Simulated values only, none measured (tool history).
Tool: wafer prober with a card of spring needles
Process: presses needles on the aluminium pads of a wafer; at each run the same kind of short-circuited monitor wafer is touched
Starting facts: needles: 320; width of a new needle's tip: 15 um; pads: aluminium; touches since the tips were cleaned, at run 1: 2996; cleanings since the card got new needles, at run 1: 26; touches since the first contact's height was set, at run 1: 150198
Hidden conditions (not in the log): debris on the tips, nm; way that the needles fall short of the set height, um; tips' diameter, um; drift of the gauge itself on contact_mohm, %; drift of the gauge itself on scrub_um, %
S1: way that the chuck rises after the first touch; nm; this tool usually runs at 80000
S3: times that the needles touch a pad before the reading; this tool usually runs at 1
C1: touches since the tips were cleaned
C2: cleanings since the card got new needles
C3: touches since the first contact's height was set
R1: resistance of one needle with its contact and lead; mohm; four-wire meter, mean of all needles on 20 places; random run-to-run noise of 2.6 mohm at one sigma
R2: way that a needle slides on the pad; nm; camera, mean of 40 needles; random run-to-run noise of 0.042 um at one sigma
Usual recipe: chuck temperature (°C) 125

run 1 hour=0 | S1=80000 chuck_temperature_(°C)=125 S3=1 | C1=2996 C2=26 C3=150198 | R1=319 R2=17560
-- hour=12.5 tips cleaned on abrasive film
run 2 hour=24.6 | S1=80000 chuck_temperature_(°C)=125 S3=1 | C1=2326 C2=27 C3=154885 | R1=341 R2=17380
-- hour=40.4 tips cleaned on abrasive film
run 3 hour=48.7 | S1=80000 chuck_temperature_(°C)=125 S3=2 | C1=1570 C2=28 C3=159453 | R1=304 R2=17460
-- hour=58.1 height of the first contact set anew
-- hour=71.4 tips cleaned on abrasive film
run 4 hour=92.7 | S1=80000 chuck_temperature_(°C)=125 S3=2 | C1=4077 C2=29 C3=6597 | R1=311 R2=17840
-- hour=100.7 tips cleaned on abrasive film
-- hour=128 tips cleaned on abrasive film
run 5 hour=129.7 | S1=92000 chuck_temperature_(°C)=125 S3=1 | C1=327 C2=31 C3=13611 | R1=302 R2=20450
-- hour=155.8 tips cleaned on abrasive film
run 6 hour=155.8 | S1=80000 chuck_temperature_(°C)=125 S3=1 | C1=0 C2=32 C3=18578 | R1=299 R2=17800
-- hour=184.2 tips cleaned on abrasive film
run 7 hour=200.5 | S1=80000 chuck_temperature_(°C)=125 S3=1 | C1=3121 C2=33 C3=27105 | R1=325 R2=17860
-- hour=211.3 tips cleaned on abrasive film
-- hour=242.4 tips cleaned on abrasive film
run 8 hour=246.9 | S1=80000 chuck_temperature_(°C)=125 S3=1 | C1=864 C2=35 C3=35926 | R1=310 R2=17740
-- hour=267.4 tips cleaned on abrasive film, once more
run 9 hour=279.8 | S1=80000 chuck_temperature_(°C)=125 S3=1 | C1=2366 C2=36 C3=42192 | R1=321 R2=17760
-- hour=294.6 tips cleaned on abrasive film
run 10 hour=319.2 | S1=80000 chuck_temperature_(°C)=125 S3=1 | C1=4705 C2=37 C3=49694 | R1=323 R2=17840
-- hour=322.9 tips cleaned on abrasive film
-- hour=351.9 tips cleaned on abrasive film
run 11 hour=372.1 | S1=80000 chuck_temperature_(°C)=125 S3=1 | C1=3858 C2=39 C3=59764 | R1=324 R2=17750
-- hour=380 tips cleaned on abrasive film
run 12 hour=404 | S1=80000 chuck_temperature_(°C)=125 S3=1 | C1=4583 C2=40 C3=65832 | R1=326 R2=17740
-- hour=408.7 tips cleaned on abrasive film
run 13 hour=434.7 | S1=80000 chuck_temperature_(°C)=71 S3=1 | C1=4974 C2=41 C3=71674 | R1=315 R2=17630
-- hour=437.1 tips cleaned on abrasive film
-- hour=464.5 tips cleaned on abrasive film
run 14 hour=464.5 | S1=80000 chuck_temperature_(°C)=71 S3=1 | C1=0 C2=43 C3=77331 | R1=285 R2=17660
-- hour=494.2 tips cleaned on abrasive film
run 15 hour=507.3 | S1=80000 chuck_temperature_(°C)=71 S3=1 | C1=2505 C2=44 C3=85479 | R1=303 R2=17660
-- hour=523.1 tips cleaned on abrasive film
run 16 hour=532.6 | S1=80000 chuck_temperature_(°C)=71 S3=1 | C1=1812 C2=45 C3=90293 | R1=302 R2=17660
-- hour=550.1 tips cleaned on abrasive film
run 17 hour=573.2 | S1=80000 chuck_temperature_(°C)=71 S3=1 | C1=4408 C2=46 C3=98023 | R1=316 R2=17630
-- hour=577.5 tips cleaned on abrasive film
-- hour=608 tips cleaned on abrasive film
run 18 hour=613.6 | S1=71000 chuck_temperature_(°C)=59 S3=3 | C1=1060 C2=48 C3=105702 | R1=284 R2=15550
-- hour=637 tips cleaned on abrasive film
-- hour=664.1 tips cleaned on abrasive film
run 19 hour=664.1 | S1=71000 chuck_temperature_(°C)=59 S3=3 | C1=0 C2=50 C3=115303 | R1=285 R2=15610
-- hour=691.5 tips cleaned on abrasive film
run 20 hour=715.5 | S1=71000 chuck_temperature_(°C)=59 S3=3 | C1=4582 C2=51 C3=125106 | R1=301 R2=15570
-- hour=719.2 tips cleaned on abrasive film
-- hour=746.6 tips cleaned on abrasive film
run 21 hour=752.9 | S1=86000 chuck_temperature_(°C)=42 S3=3 | C1=1208 C2=53 C3=132212 | R1=280 R2=18810
-- hour=776.9 tips cleaned on abrasive film
run 22 hour=781.6 | S1=97000 chuck_temperature_(°C)=125 S3=1 | C1=897 C2=54 C3=137663 | R1=302 R2=21430
-- hour=806.9 tips cleaned on abrasive film
run 23 hour=820.3 | S1=90000 chuck_temperature_(°C)=122 S3=1 | C1=2557 C2=55 C3=145042 | R1=310 R2=19830
-- hour=835.3 tips cleaned on abrasive film
run 24 hour=841.9 | S1=90000 chuck_temperature_(°C)=109 S3=1 | C1=1259 C2=56 C3=149144 | R1=301 R2=19670
-- hour=865.6 tips cleaned on abrasive film
run 25 hour=866.6 | S1=90000 chuck_temperature_(°C)=109 S3=1 | C1=200 C2=57 C3=153855 | R1=299 R2=19850
-- hour=894.7 tips cleaned on abrasive film
run 26 hour=901.6 | S1=90000 chuck_temperature_(°C)=109 S3=1 | C1=1321 C2=58 C3=160514 | R1=307 R2=19730
-- hour=905.1 height of the first contact set anew
-- hour=921.5 tips cleaned on abrasive film
-- hour=948.2 tips cleaned on abrasive film
run 27 hour=948.2 | S1=69000 chuck_temperature_(°C)=125 S3=1 | C1=0 C2=60 C3=8195 | R1=301 R2=15430
-- hour=975.2 tips cleaned on abrasive film
run 28 hour=983.7 | S1=80000 chuck_temperature_(°C)=49 S3=1 | C1=1628 C2=61 C3=14960 | R1=290 R2=17950
-- hour=1003.3 tips cleaned on abrasive film
-- hour=1030.4 tips cleaned on abrasive film
run 29 hour=1032.8 | S1=93000 chuck_temperature_(°C)=73 S3=1 | C1=462 C2=63 C3=24308 | R1=281 R2=20660
-- hour=1057.2 tips cleaned on abrasive film
run 30 hour=1057.2 | S1=80000 chuck_temperature_(°C)=87 S3=2 | C1=0 C2=64 C3=28945 | R1=288 R2=17860
-- hour=1085.2 tips cleaned on abrasive film
run 31 hour=1087.9 | S1=80000 chuck_temperature_(°C)=90 S3=2 | C1=520 C2=65 C3=34782 | R1=291 R2=17800

Forecast each of these 5 alternatives for the next run:
-- hour=1112.9 tips cleaned on abrasive film
run A hour=1131.9 | S1=67000 chuck_temperature_(°C)=43 S3=1 | C1=3617 C2=66 C3=43161 | R1=? R2=?
-- hour=1112.9 tips cleaned on abrasive film
run B hour=1131.9 | S1=96000 chuck_temperature_(°C)=27 S3=2 | C1=3617 C2=66 C3=43161 | R1=? R2=?
-- hour=1112.9 tips cleaned on abrasive film
run C hour=1131.9 | S1=76000 chuck_temperature_(°C)=28 S3=2 | C1=3617 C2=66 C3=43161 | R1=? R2=?
-- hour=1112.9 tips cleaned on abrasive film
run D hour=1131.9 | S1=84000 chuck_temperature_(°C)=125 S3=1 | C1=3617 C2=66 C3=43161 | R1=? R2=?
-- hour=1112.9 tips cleaned on abrasive film
run E hour=1131.9 | S1=87000 chuck_temperature_(°C)=61 S3=1 | C1=3617 C2=66 C3=43161 | R1=? R2=?

run=A R1=317 R2=14940
run=B R1=283 R2=21390
run=C R1=286 R2=16890
run=D R1=319 R2=18630
run=E R1=303 R2=19440
Had the tool no hidden state, the same runs would have come out as:
run=A R1=276 R2=15040
run=B R1=269 R2=21500
run=C R1=266 R2=16990
run=D R1=295 R2=18730
run=E R1=277 R2=19540
